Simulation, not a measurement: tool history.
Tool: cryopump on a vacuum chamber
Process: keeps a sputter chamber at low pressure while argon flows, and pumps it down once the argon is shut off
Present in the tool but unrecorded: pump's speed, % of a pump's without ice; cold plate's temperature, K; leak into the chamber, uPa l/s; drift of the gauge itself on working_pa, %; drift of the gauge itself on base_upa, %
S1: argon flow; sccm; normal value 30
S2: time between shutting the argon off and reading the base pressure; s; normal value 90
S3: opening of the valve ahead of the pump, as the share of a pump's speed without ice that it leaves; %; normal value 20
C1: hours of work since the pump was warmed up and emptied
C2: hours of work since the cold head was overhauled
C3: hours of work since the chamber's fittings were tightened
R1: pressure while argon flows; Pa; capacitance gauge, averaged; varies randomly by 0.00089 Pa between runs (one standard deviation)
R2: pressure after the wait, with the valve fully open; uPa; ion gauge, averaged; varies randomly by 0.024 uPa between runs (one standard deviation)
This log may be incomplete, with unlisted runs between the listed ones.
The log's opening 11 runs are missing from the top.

Run 12, day 22.771: usual settings; C1 659; C2 659; C3 2456. Result: R1 0.1887 Pa, R2 2.52 uPa.
Run 13, day 24.212: usual settings; C1 677; C2 677; C3 2474. Result: R1 0.19 Pa, R2 2.56 uPa.
Run 14, day 25.688: usual settings but S1 12 sccm; C1 695; C2 695; C3 2493. Result: R1 0.0754 Pa, R2 2.65 uPa.
Run 15, day 26.958: usual settings but S1 12 sccm; C1 711; C2 711; C3 2509. Result: R1 0.0756 Pa, R2 2.59 uPa.
Run 16, day 28.8: usual settings but S1 21 sccm; C1 734; C2 734; C3 2532. Result: R1 0.1333 Pa, R2 2.62 uPa.
Run 17, day 30.771: usual settings; C1 759; C2 759; C3 2556. Result: R1 0.1909 Pa, R2 2.68 uPa.
Run 18, day 32.625: usual settings; C1 782; C2 782; C3 2579. Result: R1 0.1917 Pa, R2 2.6 uPa.
Run 19, day 35.229: usual settings; C1 814; C2 814; C3 2612. Result: R1 0.1914 Pa, R2 2.66 uPa.
Run 20, day 36.538: usual settings but S2 51 s; C1 831; C2 831; C3 2628. Result: R1 0.1902 Pa, R2 3.21 uPa.
Run 21, day 38.175: usual settings but S2 51 s; C1 851; C2 851; C3 2649. Result: R1 0.1908 Pa, R2 3.24 uPa.
Run 22, day 39.371: usual settings but S2 54 s, S3 18 %; C1 866; C2 866; C3 2664. Result: R1 0.2126 Pa, R2 3.19 uPa.
Run 23, day 41.425: usual settings but S2 65 s, S3 41 %; C1 892; C2 892; C3 2689. Result: R1 0.0972 Pa, R2 3.1 uPa.
At day 43.821: pump warmed up, emptied and cooled again.
Run 24, day 44.283: usual settings but S2 65 s, S3 41 %; C1 6; C2 925; C3 2722. Result: R1 0.0907 Pa, R2 2.8 uPa.
Run 25, day 45.621: usual settings but S1 19 sccm, S2 32 s, S3 32 %; C1 22; C2 942; C3 2739. Result: R1 0.0726 Pa, R2 3.77 uPa.
Run 26, day 46.742: usual settings but S1 19 sccm, S2 74 s, S3 34 %; C1 36; C2 956; C3 2753. Result: R1 0.0688 Pa, R2 2.65 uPa.
Run 27, day 48.854: usual settings but S1 19 sccm, S2 74 s, S3 34 %; C1 63; C2 982; C3 2780. Result: R1 0.0696 Pa, R2 2.71 uPa.
Run 28, day 50.183: usual settings but S2 75 s, S3 50 %; C1 79; C2 999; C3 2796. Result: R1 0.075 Pa, R2 2.67 uPa.
Run 29, day 51.862: usual settings but S2 284 s; C1 100; C2 1020; C3 2817. Result: R1 0.1864 Pa, R2 2.13 uPa.
Run 30, day 53.458: usual settings but S2 284 s, S3 21 %; C1 120; C2 1039; C3 2837. Result: R1 0.177 Pa, R2 2.1 uPa.
Run 31, day 56.167: usual settings but S2 284 s, S3 21 %; C1 154; C2 1073; C3 2871. Result: R1 0.1772 Pa, R2 2.17 uPa.
Run 32, day 57.396: usual settings but S2 41 s, S3 39 %; C1 170; C2 1089; C3 2886. Result: R1 0.0969 Pa, R2 3.41 uPa.
Run 33, day 58.662: usual settings but S2 41 s, S3 39 %; C1 185; C2 1105; C3 2902. Result: R1 0.0959 Pa, R2 3.49 uPa.
Run 34, day 60.112: usual settings but S2 41 s, S3 24 %; C1 204; C2 1123; C3 2920. Result: R1 0.1553 Pa, R2 3.5 uPa.
Run 35, day 61.467: usual settings but S2 41 s, S3 24 %; C1 220; C2 1140; C3 2937. Result: R1 0.1555 Pa, R2 3.44 uPa.

What if the next run were any one of these 3? Each begins from the tool's condition after run 35:
Run A, day 63.479: usual settings but S1 39 sccm, S2 51 s, S3 19 %; C1 246; C2 1165; C3 2962. Result: R1 ?, R2 ?.
Run B, day 63.479: usual settings but S2 28 s, S3 30 %; C1 246; C2 1165; C3 2962. Result: R1 ?, R2 ?.
Run C, day 63.479: usual settings but S2 41 s, S3 28 %; C1 246; C2 1165; C3 2962. Result: R1 ?, R2 ?.

run      R1    R2
  A   0.256  3.24
  B  0.1252   4.2
  C  0.1355  3.44
The same runs, with their run-to-run variation unchanged, on a tool lacking any hidden condition would have given:
run      R1    R2
  A  0.2527   1.4
  B  0.1227  2.38
  C  0.1329  1.67

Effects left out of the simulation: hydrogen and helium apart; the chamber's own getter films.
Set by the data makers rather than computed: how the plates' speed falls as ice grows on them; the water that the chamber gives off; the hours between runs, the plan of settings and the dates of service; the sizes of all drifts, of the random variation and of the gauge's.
